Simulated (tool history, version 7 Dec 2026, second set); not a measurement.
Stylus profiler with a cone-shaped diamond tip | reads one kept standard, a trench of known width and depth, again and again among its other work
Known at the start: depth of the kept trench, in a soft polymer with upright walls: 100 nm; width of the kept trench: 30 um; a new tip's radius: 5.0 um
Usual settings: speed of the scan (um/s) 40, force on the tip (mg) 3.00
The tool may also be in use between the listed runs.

run,hour,speed of the scan (um/s),force on the tip (mg),depth of the trench (angstrom),width of the trench's floor (nm)
1,0.0,40,3.00,1020.3,27860
2,15.7,40,3.00,1020.1,27830
3,28.4,40,3.00,1020.0,27860
4,43.5,40,1.30,1011.2,27750
5,54.2,40,1.30,1011.7,27780
6,69.5,40,1.30,1011.0,27770
7,76.3,40,1.30,1011.3,27770
8,83.7,51,3.12,1020.6,27880
9,99.0,76,3.07,1020.4,27690
10,107.1,76,3.07,1019.3,27760
11,119.6,76,3.07,1019.8,27740
12,129.7,76,3.07,1020.8,27710
13,138.2,109,1.15,1010.6,27380
14,147.4,60,1.15,1010.5,27670

5 ways to go on from here, each from the tool as it stands after run 14. What would each give?
A,161.8,36,2.33,?,?
B,161.8,147,3.00,?,?
C,161.8,40,8.39,?,?
D,161.8,35,3.00,?,?
E,161.8,137,1.12,?,?

run,depth of the trench (angstrom),width of the trench's floor (nm)
A,1017.3,27860
B,1019.5,27440
C,1039.8,27920
D,1020.0,27800
E,1010.0,27100
Without the tool's hidden state the same runs would have given:
run,depth of the trench (angstrom),width of the trench's floor (nm)
A,1017.3,27860
B,1019.5,27440
C,1039.8,27930
D,1020.0,27800
E,1010.0,27110
